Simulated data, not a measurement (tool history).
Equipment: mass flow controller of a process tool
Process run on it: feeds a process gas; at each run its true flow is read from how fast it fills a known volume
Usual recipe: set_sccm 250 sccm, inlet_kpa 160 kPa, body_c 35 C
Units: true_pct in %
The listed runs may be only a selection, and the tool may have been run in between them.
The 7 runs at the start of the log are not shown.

| run | hour | set_sccm | inlet_kpa | body_c | true_pct |
|---|---|---|---|---|---|
| 8 | 3048.5 | 473 | 160 | 21 | 100.09 |
| 9 | 3306.5 | 250 | 186 | 35 | 99.35 |
| 10 | 3567.8 | 202 | 160 | 35 | 99.3 |
| 11 | 4082.9 | 202 | 160 | 35 | 99.36 |
| 12 | 4616.4 | 202 | 160 | 35 | 99.44 |
| 13 | 5021 | 202 | 160 | 35 | 99.57 |
| 14 | 5430.4 | 202 | 160 | 35 | 99.49 |
| 15 | 5855.3 | 120 | 160 | 35 | 98.98 |
| 16 | 6186.5 | 120 | 160 | 35 | 98.93 |
| 17 | 6560 | 463 | 189 | 35 | 100.9 |
| 18 | 6843.6 | 463 | 253 | 25 | 100.12 |
| 19 | 7304.9 | 114 | 160 | 35 | 99.08 |
| 20 | 7630.6 | 114 | 182 | 27 | 98.55 |
|  | 7888.7 | controller's zero set anew |
| 21 | 8005.9 | 230 | 182 | 21 | 98.97 |
| 22 | 8471.1 | 156 | 233 | 38 | 99.28 |
| 23 | 9017.5 | 410 | 172 | 26 | 100.36 |
| 24 | 9394.5 | 262 | 233 | 20 | 99.01 |
| 25 | 9632.6 | 86 | 170 | 23 | 98.48 |
| 26 | 10064.6 | 203 | 153 | 32 | 99.73 |
| 27 | 10603.7 | 203 | 153 | 32 | 99.69 |
| 28 | 10847.6 | 250 | 202 | 35 | 99.89 |
| 29 | 11293.7 | 121 | 229 | 35 | 99.15 |
|  | 11568.2 | controller exchanged for a calibrated one |
| 30 | 11668.9 | 117 | 244 | 35 | 99.05 |
| 31 | 12085.2 | 250 | 166 | 36 | 100.28 |
| 32 | 12631.2 | 229 | 162 | 27 | 99.69 |

5 options for the next run, each taken on its own from the tool as it stands now. Forecast them:
| A | 13211.7 | 250 | 160 | 23 | ? |
| B | 13211.7 | 185 | 152 | 24 | ? |
| C | 13211.7 | 129 | 206 | 32 | ? |
| D | 13211.7 | 229 | 236 | 21 | ? |
| E | 13211.7 | 482 | 185 | 33 | ? |

| run | true_pct |
|---|---|
| A | 99.7 |
| B | 99.38 |
| C | 99.34 |
| D | 99.09 |
| E | 101.29 |
Stripped of hidden state, with their random variation kept, the same runs would have yielded:
| run | true_pct |
|---|---|
| A | 98.66 |
| B | 98.35 |
| C | 98.3 |
| D | 98.06 |
| E | 100.24 |

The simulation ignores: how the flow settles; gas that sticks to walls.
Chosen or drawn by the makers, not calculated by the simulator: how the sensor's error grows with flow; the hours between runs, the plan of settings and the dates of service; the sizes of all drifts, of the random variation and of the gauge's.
